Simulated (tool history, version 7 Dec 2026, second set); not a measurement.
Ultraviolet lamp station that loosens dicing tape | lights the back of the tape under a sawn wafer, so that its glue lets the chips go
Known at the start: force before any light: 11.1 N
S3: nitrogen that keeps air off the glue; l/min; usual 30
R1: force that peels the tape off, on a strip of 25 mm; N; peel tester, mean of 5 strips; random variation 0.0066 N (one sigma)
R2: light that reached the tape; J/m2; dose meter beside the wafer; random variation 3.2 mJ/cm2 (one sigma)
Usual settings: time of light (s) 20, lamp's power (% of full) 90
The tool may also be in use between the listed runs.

run 1 hour=0 | time_of_light_(s)=20 lamp's_power_(%_of_full)=90 S3=30 | R1=0.224 R2=4860
run 2 hour=16 | time_of_light_(s)=20 lamp's_power_(%_of_full)=90 S3=30 | R1=0.218 R2=4870
run 3 hour=29.9 | time_of_light_(s)=20 lamp's_power_(%_of_full)=90 S3=30 | R1=0.235 R2=4810
run 4 hour=49.9 | time_of_light_(s)=20 lamp's_power_(%_of_full)=90 S3=30 | R1=0.231 R2=4760
run 5 hour=65.4 | time_of_light_(s)=20 lamp's_power_(%_of_full)=90 S3=30 | R1=0.233 R2=4740
run 6 hour=77.4 | time_of_light_(s)=20 lamp's_power_(%_of_full)=90 S3=30 | R1=0.239 R2=4720
run 7 hour=87.3 | time_of_light_(s)=20 lamp's_power_(%_of_full)=90 S3=30 | R1=0.251 R2=4730
run 8 hour=106 | time_of_light_(s)=20 lamp's_power_(%_of_full)=90 S3=30 | R1=0.245 R2=4690
run 9 hour=121.2 | time_of_light_(s)=20 lamp's_power_(%_of_full)=90 S3=30 | R1=0.242 R2=4660
run 10 hour=137.6 | time_of_light_(s)=20 lamp's_power_(%_of_full)=90 S3=30 | R1=0.242 R2=4650
run 11 hour=155.1 | time_of_light_(s)=20 lamp's_power_(%_of_full)=90 S3=30 | R1=0.248 R2=4640
run 12 hour=176 | time_of_light_(s)=20 lamp's_power_(%_of_full)=90 S3=30 | R1=0.254 R2=4650
run 13 hour=185.2 | time_of_light_(s)=20 lamp's_power_(%_of_full)=90 S3=30 | R1=0.262 R2=4600
run 14 hour=194.9 | time_of_light_(s)=14 lamp's_power_(%_of_full)=76 S3=15 | R1=1.812 R2=2700
-- hour=197 window cleaned of glue's vapour
run 15 hour=211.8 | time_of_light_(s)=20 lamp's_power_(%_of_full)=67 S3=21 | R1=0.869 R2=3380
run 16 hour=224.2 | time_of_light_(s)=20 lamp's_power_(%_of_full)=77 S3=55 | R1=0.242 R2=3850
run 17 hour=242.9 | time_of_light_(s)=13 lamp's_power_(%_of_full)=67 S3=18 | R1=2.33 R2=2160
run 18 hour=263.9 | time_of_light_(s)=13 lamp's_power_(%_of_full)=67 S3=18 | R1=2.385 R2=2150
run 19 hour=278.4 | time_of_light_(s)=13 lamp's_power_(%_of_full)=67 S3=18 | R1=2.292 R2=2140
run 20 hour=294.2 | time_of_light_(s)=34 lamp's_power_(%_of_full)=79 S3=15 | R1=0.211 R2=6610
run 21 hour=303.3 | time_of_light_(s)=20 lamp's_power_(%_of_full)=88 S3=39 | R1=0.238 R2=4390
-- hour=321.2 window cleaned of glue's vapour, once more
run 22 hour=322.1 | time_of_light_(s)=20 lamp's_power_(%_of_full)=88 S3=39 | R1=0.198 R2=4590
run 23 hour=337.4 | time_of_light_(s)=16 lamp's_power_(%_of_full)=67 S3=30 | R1=0.967 R2=2800
run 24 hour=347.4 | time_of_light_(s)=16 lamp's_power_(%_of_full)=67 S3=30 | R1=0.976 R2=2790
run 25 hour=366.1 | time_of_light_(s)=11 lamp's_power_(%_of_full)=90 S3=30 | R1=1.122 R2=2520
run 26 hour=385.2 | time_of_light_(s)=34 lamp's_power_(%_of_full)=90 S3=30 | R1=0.094 R2=7870

Forecast each of these 3 alternatives for the next run:
run A hour=402.9 | time_of_light_(s)=34 lamp's_power_(%_of_full)=93 S3=30 | R1=? R2=?
run B hour=402.9 | time_of_light_(s)=30 lamp's_power_(%_of_full)=88 S3=11 | R1=? R2=?
run C hour=402.9 | time_of_light_(s)=13 lamp's_power_(%_of_full)=90 S3=30 | R1=? R2=?

run=A R1=0.094 R2=8180
run=B R1=0.26 R2=6850
run=C R1=0.79 R2=3020
Without the tool's hidden state the same runs would have given:
run=A R1=0.091 R2=8610
run=B R1=0.225 R2=7210
run=C R1=0.695 R2=3170

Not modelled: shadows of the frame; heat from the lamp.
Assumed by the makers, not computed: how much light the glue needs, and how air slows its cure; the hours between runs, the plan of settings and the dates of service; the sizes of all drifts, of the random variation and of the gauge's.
